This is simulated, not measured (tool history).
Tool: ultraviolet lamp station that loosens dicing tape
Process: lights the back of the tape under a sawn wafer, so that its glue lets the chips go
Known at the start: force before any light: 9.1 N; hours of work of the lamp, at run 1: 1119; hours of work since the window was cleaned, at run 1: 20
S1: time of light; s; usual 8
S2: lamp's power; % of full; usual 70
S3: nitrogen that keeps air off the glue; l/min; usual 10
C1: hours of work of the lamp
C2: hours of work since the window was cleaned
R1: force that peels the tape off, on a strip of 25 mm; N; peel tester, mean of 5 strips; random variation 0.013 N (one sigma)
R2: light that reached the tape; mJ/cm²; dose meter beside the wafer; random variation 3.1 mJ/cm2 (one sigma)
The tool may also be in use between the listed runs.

run	hour	S1	S2	S3	C1	C2	R1	R2
1	0	8	70	10	1119	20	1.184	349
2	39	8	70	10	1147	49	1.222	346
3	63.2	8	70	10	1165	67	1.247	346
4	99.8	8	70	10	1192	94	1.252	337
# hour 104.1: window cleaned of glue's vapour
5	131.1	8	70	8	1215	20	1.503	329
6	164.2	13	74	4	1240	44	0.874	561
# hour 168.6: window cleaned of glue's vapour, once more
7	201.7	13	74	4	1267	24	0.835	566
8	223.2	13	74	4	1283	40	0.903	566
9	251.9	8	97	5	1304	62	1.176	450
10	286.5	8	97	5	1330	87	1.183	447

Forecast each of these 3 alternatives for the next run:
A	304	7	77	9	1342	100	?	?
B	304	4	88	9	1342	100	?	?
C	304	8	97	10	1342	100	?	?

run	R1	R2
A	1.535	309
B	2.91	201
C	0.717	445
Without the tool's hidden state the same runs would have given:
run	R1	R2
A	0.684	465
B	1.653	304
C	0.287	671

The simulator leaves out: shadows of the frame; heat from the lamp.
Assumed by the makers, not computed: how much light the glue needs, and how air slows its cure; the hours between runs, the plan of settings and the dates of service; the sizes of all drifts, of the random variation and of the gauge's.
